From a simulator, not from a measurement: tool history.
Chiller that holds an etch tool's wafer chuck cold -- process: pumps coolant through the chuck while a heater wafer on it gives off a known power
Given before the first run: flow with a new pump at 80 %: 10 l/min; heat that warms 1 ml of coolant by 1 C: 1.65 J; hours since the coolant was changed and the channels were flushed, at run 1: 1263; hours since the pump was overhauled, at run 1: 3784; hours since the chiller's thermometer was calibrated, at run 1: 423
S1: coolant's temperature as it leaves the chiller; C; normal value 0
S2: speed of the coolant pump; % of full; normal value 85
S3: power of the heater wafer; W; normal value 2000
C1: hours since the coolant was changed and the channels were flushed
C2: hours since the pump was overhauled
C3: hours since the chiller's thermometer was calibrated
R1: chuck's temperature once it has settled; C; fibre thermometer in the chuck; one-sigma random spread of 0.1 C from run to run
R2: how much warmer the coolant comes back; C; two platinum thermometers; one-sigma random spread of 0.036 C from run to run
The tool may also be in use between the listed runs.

{"run": 1, "hour": 0.0, "S1": 0, "S2": 85, "S3": 2000, "C1": 1263, "C2": 3784, "C3": 423, "R1": 21.7, "R2": 7.23}
{"run": 2, "hour": 175.8, "S1": 0, "S2": 85, "S3": 2000, "C1": 1438, "C2": 3960, "C3": 599, "R1": 21.9, "R2": 7.26}
{"run": 3, "hour": 318.1, "S1": 0, "S2": 85, "S3": 2470, "C1": 1581, "C2": 4102, "C3": 741, "R1": 27.1, "R2": 8.99}
{"run": 4, "hour": 507.0, "S1": 0, "S2": 85, "S3": 2470, "C1": 1770, "C2": 4291, "C3": 930, "R1": 27.2, "R2": 8.98}
{"run": 5, "hour": 669.1, "S1": 0, "S2": 79, "S3": 2000, "C1": 1932, "C2": 4453, "C3": 1092, "R1": 23.1, "R2": 7.91}
{"run": 6, "hour": 755.5, "S1": 0, "S2": 79, "S3": 2000, "C1": 2018, "C2": 4540, "C3": 1179, "R1": 23.1, "R2": 7.88}
{"run": 7, "hour": 882.6, "S1": 0, "S2": 79, "S3": 1727, "C1": 2145, "C2": 4667, "C3": 1306, "R1": 20.3, "R2": 6.83}
{"run": 8, "hour": 1039.6, "S1": 0, "S2": 79, "S3": 1727, "C1": 2302, "C2": 4824, "C3": 1463, "R1": 20.1, "R2": 6.81}
{"hour": 1058.3, "done": "chiller's thermometer calibrated"}
{"run": 9, "hour": 1142.3, "S1": 0, "S2": 85, "S3": 2000, "C1": 2404, "C2": 4925, "C3": 84, "R1": 22.6, "R2": 7.39}
{"run": 10, "hour": 1307.8, "S1": 0, "S2": 85, "S3": 2000, "C1": 2569, "C2": 5091, "C3": 250, "R1": 22.6, "R2": 7.44}
{"run": 11, "hour": 1403.8, "S1": 0, "S2": 85, "S3": 2000, "C1": 2665, "C2": 5187, "C3": 345, "R1": 22.8, "R2": 7.32}
{"run": 12, "hour": 1490.3, "S1": 0, "S2": 85, "S3": 2000, "C1": 2752, "C2": 5273, "C3": 432, "R1": 22.8, "R2": 7.42}
{"run": 13, "hour": 1574.9, "S1": 0, "S2": 85, "S3": 2000, "C1": 2837, "C2": 5358, "C3": 517, "R1": 22.9, "R2": 7.49}
{"hour": 1623.2, "done": "chiller's thermometer calibrated, once more"}
{"run": 14, "hour": 1660.8, "S1": 0, "S2": 85, "S3": 2000, "C1": 2921, "C2": 5443, "C3": 38, "R1": 23.2, "R2": 7.41}
{"run": 15, "hour": 1815.3, "S1": 0, "S2": 85, "S3": 2000, "C1": 3076, "C2": 5597, "C3": 192, "R1": 23.7, "R2": 7.4}
{"run": 16, "hour": 1983.3, "S1": 0, "S2": 85, "S3": 2000, "C1": 3244, "C2": 5765, "C3": 360, "R1": 23.5, "R2": 7.43}
{"run": 17, "hour": 2089.0, "S1": 5, "S2": 65, "S3": 1192, "C1": 3350, "C2": 5871, "C3": 466, "R1": 21.5, "R2": 5.86}
{"run": 18, "hour": 2198.7, "S1": 7, "S2": 76, "S3": 1604, "C1": 3459, "C2": 5981, "C3": 575, "R1": 27.3, "R2": 6.67}
{"run": 19, "hour": 2298.8, "S1": 7, "S2": 76, "S3": 1604, "C1": 3559, "C2": 6081, "C3": 676, "R1": 27.4, "R2": 6.72}
{"run": 20, "hour": 2473.0, "S1": 5, "S2": 98, "S3": 2445, "C1": 3734, "C2": 6255, "C3": 850, "R1": 32, "R2": 7.96}
{"run": 21, "hour": 2617.5, "S1": -3, "S2": 85, "S3": 1121, "C1": 3878, "C2": 6400, "C3": 994, "R1": 10.4, "R2": 4.21}
{"run": 22, "hour": 2725.8, "S1": -3, "S2": 85, "S3": 1121, "C1": 3986, "C2": 6508, "C3": 1103, "R1": 10.4, "R2": 4.21}
{"run": 23, "hour": 2862.5, "S1": -8, "S2": 63, "S3": 2415, "C1": 4123, "C2": 6645, "C3": 1239, "R1": 27.4, "R2": 12.33}
{"run": 24, "hour": 2978.5, "S1": -8, "S2": 63, "S3": 2415, "C1": 4239, "C2": 6761, "C3": 1355, "R1": 27.6, "R2": 12.5}
{"run": 25, "hour": 3065.4, "S1": -6, "S2": 75, "S3": 1396, "C1": 4326, "C2": 6847, "C3": 1442, "R1": 12.4, "R2": 5.98}
{"run": 26, "hour": 3223.6, "S1": -4, "S2": 72, "S3": 2000, "C1": 4484, "C2": 7006, "C3": 1600, "R1": 23.5, "R2": 8.98}
{"run": 27, "hour": 3410.0, "S1": -9, "S2": 64, "S3": 2333, "C1": 4671, "C2": 7192, "C3": 1787, "R1": 25.7, "R2": 11.87}
{"run": 28, "hour": 3606.4, "S1": 2, "S2": 70, "S3": 1480, "C1": 4867, "C2": 7388, "C3": 1983, "R1": 22.9, "R2": 6.88}
{"run": 29, "hour": 3772.7, "S1": 2, "S2": 70, "S3": 1480, "C1": 5033, "C2": 7555, "C3": 2150, "R1": 23.1, "R2": 6.88}
{"hour": 3828.3, "done": "coolant changed, channels flushed"}
{"run": 30, "hour": 3869.6, "S1": 2, "S2": 70, "S3": 1480, "C1": 41, "C2": 7646, "C3": 2240, "R1": 19.5, "R2": 7.01}

Branching from run 30: 5 alternative next runs. What would each branch give?
{"run": "A", "hour": 3998.3, "S1": 0, "S2": 62, "S3": 2000, "C1": 170, "C2": 7774, "C3": 2369, "R1": "?", "R2": "?"}
{"run": "B", "hour": 3998.3, "S1": -1, "S2": 65, "S3": 1959, "C1": 170, "C2": 7774, "C3": 2369, "R1": "?", "R2": "?"}
{"run": "C", "hour": 3998.3, "S1": 1, "S2": 70, "S3": 1480, "C1": 170, "C2": 7774, "C3": 2369, "R1": "?", "R2": "?"}
{"run": "D", "hour": 3998.3, "S1": 0, "S2": 86, "S3": 2000, "C1": 170, "C2": 7774, "C3": 2369, "R1": "?", "R2": "?"}
{"run": "E", "hour": 3998.3, "S1": -1, "S2": 85, "S3": 1509, "C1": 170, "C2": 7774, "C3": 2369, "R1": "?", "R2": "?"}

run=A R1=25.5 R2=10.57
run=B R1=23.3 R2=9.9
run=C R1=18.4 R2=6.98
run=D R1=21.1 R2=7.66
run=E R1=14.7 R2=5.85
Take away the tool's hidden state, keep each run's random variation, and the runs would have read:
run=A R1=24.1 R2=9.39
run=B R1=21.9 R2=8.8
run=C R1=17.6 R2=6.2
run=D R1=20 R2=6.8
run=E R1=14 R2=5.21
